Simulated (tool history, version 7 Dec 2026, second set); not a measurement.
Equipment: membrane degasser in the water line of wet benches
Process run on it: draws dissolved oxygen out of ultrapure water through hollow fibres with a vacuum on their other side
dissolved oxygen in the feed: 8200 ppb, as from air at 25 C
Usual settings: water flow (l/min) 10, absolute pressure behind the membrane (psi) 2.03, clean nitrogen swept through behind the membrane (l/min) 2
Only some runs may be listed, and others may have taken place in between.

run    hour  water flow (l/min)  absolute pressure behind the membrane (psi)  clean nitrogen swept through behind the membrane (l/min)  dissolved oxygen in the water behind the degasser (ppb)  pressure that the water loses in the fibres (psi)
  1       0                  10                                         2.03                                                         2                                                    192.3                                              9.158
  2   295.8                  10                                         2.03                                                         2                                                    190.8                                              9.195
  3   541.3                  10                                         2.03                                                         2                                                    196.8                                              9.194
  4   811.4                  10                                         2.03                                                         2                                                    196.1                                              9.211
  5   969.5                  10                                         1.28                                                         2                                                    130.6                                              9.171
  6  1116.3                  10                                         1.28                                                         2                                                    131.3                                              9.159
  7  1392.6                  10                                         1.28                                                         2                                                    131.5                                              9.256
  8  1549.2                  10                                         2.03                                                      1.64                                                    218.5                                              9.243
  9  1854.5                  10                                         3.58                                                         2                                                    320.3                                              9.284
 10  2051.5                  10                                         3.58                                                         2                                                    323.7                                              9.235
 11  2218.4                  10                                         2.03                                                         2                                                    191.8                                              9.256
 12  2541.3                  10                                         2.03                                                         2                                                    193.8                                              9.251
 13  2851.4                  10                                         4.09                                                         2                                                    365.2                                              9.266
 14  3092.7                   7                                         4.09                                                         2                                                    240.2                                               6.45
 15  3377.6                  13                                         1.45                                                         2                                                      231                                             12.095
 16  3669.9                  10                                         1.26                                                      2.74                                                    116.7                                              9.346
 17  3951.5                  10                                         1.26                                                      2.74                                                      116                                              9.268
 18  4204.6                  11                                         2.03                                                         2                                                    230.1                                             10.199
 19  4531.3                  12                                         2.03                                                      0.88                                                    426.2                                             11.175
 20  4797.1                  12                                         2.03                                                      0.88                                                    433.4                                             11.152
     4881.6  -- seals of the vacuum lines changed
 21  4987.9                  12                                         2.76                                                      1.19                                                    460.4                                             11.282
 22    5206                   7                                         1.77                                                      1.31                                                    142.5                                              6.544
 23  5358.9                   7                                         1.77                                                      1.31                                                    139.6                                              6.495
 24  5631.7                   9                                         3.35                                                      1.06                                                    441.8                                              8.476
 25  5909.8                  10                                         4.05                                                      5.94                                                    171.9                                               9.34
 26  6063.3                  12                                          1.7                                                      5.89                                                    154.4                                             11.253
 27  6341.3                  12                                          1.7                                                      5.89                                                    153.9                                               11.2

Consider 4 possible next runs. They are alternatives, not a sequence: every one starts from the tool as it was left by run 27. What does each give?
  A  6488                  16                                         4.42                                                      5.34                                                        ?                                                  ?
  B  6488                  14                                         4.84                                                      1.89                                                        ?                                                  ?
  C  6488                   9                                         2.03                                                      1.03                                                        ?                                                  ?
  D  6488                  10                                         1.46                                                      5.09                                                        ?                                                  ?

run  dissolved oxygen in the water behind the degasser (ppb)  pressure that the water loses in the fibres (psi)
  A                                                    398.1                                             15.023
  B                                                    664.4                                             13.085
  C                                                    268.9                                              8.495
  D                                                    101.3                                              9.384
Stripped of hidden state, with their random variation kept, the same runs would have yielded:
run  dissolved oxygen in the water behind the degasser (ppb)  pressure that the water loses in the fibres (psi)
  A                                                    353.9                                             14.098
  B                                                    628.1                                             12.276
  C                                                    251.7                                              7.971
  D                                                     82.3                                              8.808

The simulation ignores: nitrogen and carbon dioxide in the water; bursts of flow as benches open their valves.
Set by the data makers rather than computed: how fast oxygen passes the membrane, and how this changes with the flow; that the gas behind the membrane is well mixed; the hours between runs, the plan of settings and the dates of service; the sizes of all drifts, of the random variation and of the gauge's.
